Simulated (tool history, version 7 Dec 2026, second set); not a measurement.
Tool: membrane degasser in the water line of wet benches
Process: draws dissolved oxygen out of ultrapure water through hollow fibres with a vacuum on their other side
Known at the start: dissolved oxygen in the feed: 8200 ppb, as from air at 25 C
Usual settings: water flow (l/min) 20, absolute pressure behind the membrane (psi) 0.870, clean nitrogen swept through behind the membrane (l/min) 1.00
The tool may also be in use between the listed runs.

run	day	water flow (l/min)	absolute pressure behind the membrane (psi)	clean nitrogen swept through behind the membrane (l/min)	dissolved oxygen in the water behind the degasser (ppb)	pressure that the water loses in the fibres (psi)
1	0.000	20	0.870	1.00	143.8	3.714
2	1.921	20	0.870	1.00	144.9	3.752
3	4.133	20	0.870	1.00	146.3	3.752
4	5.746	20	0.870	1.00	145.9	3.772
5	8.054	20	0.870	1.00	148.0	3.756
6	9.712	20	0.870	1.00	145.8	3.723
7	11.446	20	0.870	1.00	149.2	3.725
8	13.608	20	0.870	1.91	89.5	3.772
9	15.392	20	0.870	1.91	90.7	3.759
# day 16.567: seals of the vacuum lines changed
10	17.300	20	0.870	1.91	89.0	3.759
11	20.025	18	0.870	1.19	111.3	3.395
12	21.767	17	0.747	1.00	90.2	3.221
13	23.971	17	0.747	1.00	89.3	3.243

The next listed run, before its measurement:
14	25.929	28	1.574	2.75	?	?

Run 14 gave dissolved oxygen in the water behind the degasser (ppb) 242.4, pressure that the water loses in the fibres (psi) 5.313.
Without the tool's hidden state the same run would have given dissolved oxygen in the water behind the degasser (ppb) 233.2, pressure that the water loses in the fibres (psi) 5.217.

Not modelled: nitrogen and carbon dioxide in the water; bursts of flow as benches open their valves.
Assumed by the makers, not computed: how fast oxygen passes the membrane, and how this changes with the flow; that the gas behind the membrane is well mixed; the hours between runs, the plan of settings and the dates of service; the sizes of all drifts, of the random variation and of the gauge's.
